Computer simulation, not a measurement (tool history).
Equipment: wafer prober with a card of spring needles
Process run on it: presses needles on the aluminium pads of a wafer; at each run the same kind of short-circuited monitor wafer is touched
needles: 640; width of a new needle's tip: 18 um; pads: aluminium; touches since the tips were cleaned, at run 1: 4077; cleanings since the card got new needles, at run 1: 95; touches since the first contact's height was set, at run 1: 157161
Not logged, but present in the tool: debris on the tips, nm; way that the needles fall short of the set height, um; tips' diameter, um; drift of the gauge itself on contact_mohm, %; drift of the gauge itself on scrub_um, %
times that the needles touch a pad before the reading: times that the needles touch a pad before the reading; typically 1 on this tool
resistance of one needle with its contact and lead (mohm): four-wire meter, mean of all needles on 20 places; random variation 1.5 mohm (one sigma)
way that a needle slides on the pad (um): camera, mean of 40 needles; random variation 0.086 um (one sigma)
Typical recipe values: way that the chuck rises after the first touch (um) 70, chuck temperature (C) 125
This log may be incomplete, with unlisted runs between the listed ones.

run	hour	way that the chuck rises after the first touch (um)	chuck temperature (C)	times that the needles touch a pad before the reading	touches since the tips were cleaned	cleanings since the card got new needles	touches since the first contact's height was set	resistance of one needle with its contact and lead (mohm)	way that a needle slides on the pad (um)
1	0	70	125	1	4077	95	157161	198	15.2
# hour 7.9: tips cleaned on abrasive film
# hour 21.6: tips cleaned on abrasive film
2	31.3	87	125	1	4679	97	172181	177	18.95
# hour 35.7: tips cleaned on abrasive film
# hour 50.8: tips cleaned on abrasive film
# hour 65.2: tips cleaned on abrasive film
3	67.1	77	125	1	881	100	189347	161	16.6
# hour 79.6: tips cleaned on abrasive film
# hour 82.4: height of the first contact set anew
4	91	70	125	1	5393	101	4181	206	15.95
# hour 95.5: tips cleaned on abrasive film
# hour 109.7: tips cleaned on abrasive film
5	109.7	70	125	1	0	103	13110	152	15.81
# hour 125.1: tips cleaned on abrasive film
# hour 140.6: tips cleaned on abrasive film
6	142.4	80	125	1	884	105	28834	161	17.84
# hour 155.1: tips cleaned on abrasive film
# hour 168.7: tips cleaned on abrasive film
7	168.7	80	125	1	0	107	41428	149	17.85
# hour 183.2: tips cleaned on abrasive film
# hour 197.3: tips cleaned on abrasive film
8	197.3	80	125	1	0	109	55153	152	17.79
# hour 213.3: tips cleaned on abrasive film
9	222.5	69	125	1	4467	110	67329	203	15.37
# hour 228.7: tips cleaned on abrasive film
# hour 242.5: tips cleaned on abrasive film
# hour 256.8: tips cleaned on abrasive film
10	256.8	70	33	1	0	113	83746	142	15.45
# hour 270.4: tips cleaned on abrasive film
11	281.5	70	33	1	5395	114	95666	202	15.46
# hour 286.4: tips cleaned on abrasive film
# hour 301.5: tips cleaned on abrasive film
12	312.6	70	33	1	5366	116	110601	199	15.55
# hour 316.8: tips cleaned on abrasive film
# hour 332.4: tips cleaned on abrasive film
# hour 347.5: tips cleaned on abrasive film
13	347.6	62	125	1	46	119	127349	161	13.39
# hour 361.4: tips cleaned on abrasive film
# hour 375.8: tips cleaned on abrasive film
14	384.4	62	125	1	4146	121	145067	217	13.48
# hour 389.5: tips cleaned on abrasive film
# hour 403.2: tips cleaned on abrasive film
# hour 418.1: tips cleaned on abrasive film
15	420.2	62	125	1	1012	124	162228	176	13.48
# hour 432.3: tips cleaned on abrasive film
# hour 447.9: tips cleaned on abrasive film
16	459	70	30	1	5342	126	180892	209	15.02
# hour 463.7: tips cleaned on abrasive film
# hour 477.6: tips cleaned on abrasive film
# hour 491.7: tips cleaned on abrasive film
# hour 492: height of the first contact set anew
17	496	70	30	1	1938	129	1938	169	15.79
# hour 507.3: tips cleaned on abrasive film
18	520.2	70	30	1	6210	130	13578	206	15.64
# hour 522.5: tips cleaned on abrasive film
# hour 537.2: tips cleaned on abrasive film
# hour 552.2: tips cleaned on abrasive film
19	557.6	70	30	2	2624	133	31537	163	15.45
# hour 566.9: tips cleaned on abrasive film
20	575	72	29	1	3932	134	39897	189	15.94
# hour 581.6: tips cleaned on abrasive film
# hour 596.4: tips cleaned on abrasive film
21	609.2	72	29	1	6185	136	56312	200	15.96
# hour 611.4: tips cleaned on abrasive film
# hour 627.3: tips cleaned on abrasive film
22	636.2	72	29	1	4296	138	69268	195	16.05
# hour 641.9: tips cleaned on abrasive film
# hour 657.7: tips cleaned on abrasive film
23	660.4	55	29	3	1301	140	80879	150	12.06
# hour 673.4: tips cleaned on abrasive film
24	686.9	53	28	1	6504	141	93653	266	11.65
# hour 689.8: tips cleaned on abrasive film
# hour 703.9: tips cleaned on abrasive film
25	707.1	53	28	1	1517	143	103319	189	11.6
# hour 720.4: tips cleaned on abrasive film
# hour 734.9: tips cleaned on abrasive film
26	735.6	63	90	2	341	145	117008	154	13.81

Run 27 is up next; what results do you expect?
# hour 749.6: tips cleaned on abrasive film
27	752.5	63	90	2	1417	146	125148	?	?

resistance of one needle with its contact and lead (mohm): 165
way that a needle slides on the pad (um): 13.79
Without the tool's hidden state the same run would have given resistance of one needle with its contact and lead (mohm) 138, way that a needle slides on the pad (um) 14.2.
